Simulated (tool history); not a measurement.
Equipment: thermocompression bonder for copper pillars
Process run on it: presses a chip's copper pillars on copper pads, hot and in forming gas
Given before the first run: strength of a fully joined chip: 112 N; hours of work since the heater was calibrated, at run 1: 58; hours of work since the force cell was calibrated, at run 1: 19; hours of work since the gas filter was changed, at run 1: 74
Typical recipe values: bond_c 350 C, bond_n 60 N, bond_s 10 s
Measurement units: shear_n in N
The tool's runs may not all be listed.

run	day	bond_c	bond_n	bond_s	hours of work since the heater was calibrated	hours of work since the force cell was calibrated	hours of work since the gas filter was changed	shear_n
1	0.000	350	60	10	58	19	74	42.5
2	0.992	350	60	21	72	33	88	55.8
3	1.771	350	60	21	83	44	99	55.2
4	2.808	350	60	7	97	58	113	36.8
5	3.254	350	60	7	103	64	120	36.8
6	4.138	350	60	10	116	77	132	42.3
7	5.129	350	60	6	130	91	146	34.4
8	5.808	352	60	10	139	100	155	42.7
9	6.292	352	60	10	146	107	162	42.5
10	7.054	349	83	7	157	117	173	51.4
11	7.646	379	83	16	165	126	181	78.6
12	8.317	379	83	16	174	135	190	79.2
13	9.238	356	83	15	187	148	203	68.2
# day 10.129: forming gas filter changed
14	10.292	356	83	15	201	162	2	73.1
15	10.958	356	39	5	211	172	12	20.1
16	11.429	350	54	25	217	178	18	55.2

5 ways to go on from here, each from the tool as it stands after run 16. What would each give?
A	12.412	338	57	10	231	192	32	?
B	12.412	332	58	26	231	192	32	?
C	12.412	350	37	8	231	192	32	?
D	12.412	368	40	25	231	192	32	?
E	12.412	350	54	8	231	192	32	?

run	shear_n
A	37.6
B	52.5
C	22.0
D	46.2
E	35.7
Had the tool no hidden state, the same runs would have come out as:
run	shear_n
A	36.7
B	51.5
C	21.5
D	45.3
E	34.9

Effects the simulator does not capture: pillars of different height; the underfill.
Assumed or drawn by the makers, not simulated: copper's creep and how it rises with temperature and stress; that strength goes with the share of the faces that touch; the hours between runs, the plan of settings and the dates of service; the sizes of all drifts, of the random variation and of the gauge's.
